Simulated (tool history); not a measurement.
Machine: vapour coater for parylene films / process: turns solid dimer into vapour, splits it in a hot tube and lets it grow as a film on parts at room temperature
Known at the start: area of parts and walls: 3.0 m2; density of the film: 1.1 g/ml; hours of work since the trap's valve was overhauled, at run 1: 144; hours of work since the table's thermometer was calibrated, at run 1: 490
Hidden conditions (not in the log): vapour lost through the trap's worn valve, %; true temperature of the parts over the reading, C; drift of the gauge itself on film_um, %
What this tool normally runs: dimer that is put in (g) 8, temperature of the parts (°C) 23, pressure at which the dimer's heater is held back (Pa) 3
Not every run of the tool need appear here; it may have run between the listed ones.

run,day,dimer that is put in (g),temperature of the parts (°C),pressure at which the dimer's heater is held back (Pa),hours of work since the trap's valve was overhauled,hours of work since the table's thermometer was calibrated,thickness of the film (nm)
1,0,8,23,3,144,490,1460
2,1.204,8,23,3,168,514,1410
3,1.912,8,23,3,182,528,1390
4,2.562,8,23,3,195,542,1380
5,4.038,8,25,3,225,571,1330
6,5.167,8,25,3,247,594,1320
7,6.571,8,24,3,276,622,1300
# day 6.804: trap's valve overhauled
8,8.233,8,24,3,29,652,1280
9,9.629,8,24,3,56,680,1260
10,10.433,8,23,3,73,696,1260
11,11.304,8,23,3,90,713,1230
12,12.638,8,23,3,117,740,1230
13,14.229,8,23,11.41,148,772,1100
# day 15.383: trap's valve overhauled, once more
14,15.567,8,23,11.41,4,795,1330
15,16.496,8,25,3.37,22,814,1410
16,17.488,8,25,3.37,42,833,1420
17,18.462,9,27,5.91,62,853,1420
18,19.338,12,29,2.4,79,870,1890
19,20.083,8,18,3.98,94,885,1530
20,21.571,12,21,10.74,124,915,2000
21,22.838,12,21,10.74,149,940,1960
22,23.588,12,21,10.74,164,955,1980
23,24.617,12,21,10.74,185,976,1940
24,25.925,12,21,10.74,211,1002,1880
25,27.433,8,19,2.4,241,1032,1470
26,28.342,10,23,8.87,259,1050,1510
# day 29.371: trap's valve overhauled
27,29.596,10,22,2.16,5,1072,1940
28,30.792,10,22,2.16,28,1096,1940

4 options for the next run, each taken on its own from the tool as it stands now. Forecast them:
A,32.254,11,18,2.16,58,1125,?
B,32.254,8,16,3,58,1125,?
C,32.254,10,25,3.58,58,1125,?
D,32.254,9,20,3.22,58,1125,?

run,thickness of the film (nm)
A,2260
B,1660
C,1680
D,1720
Had the tool no hidden state, the same runs would have come out as:
run,thickness of the film (nm)
A,2380
B,1750
C,1770
D,1800
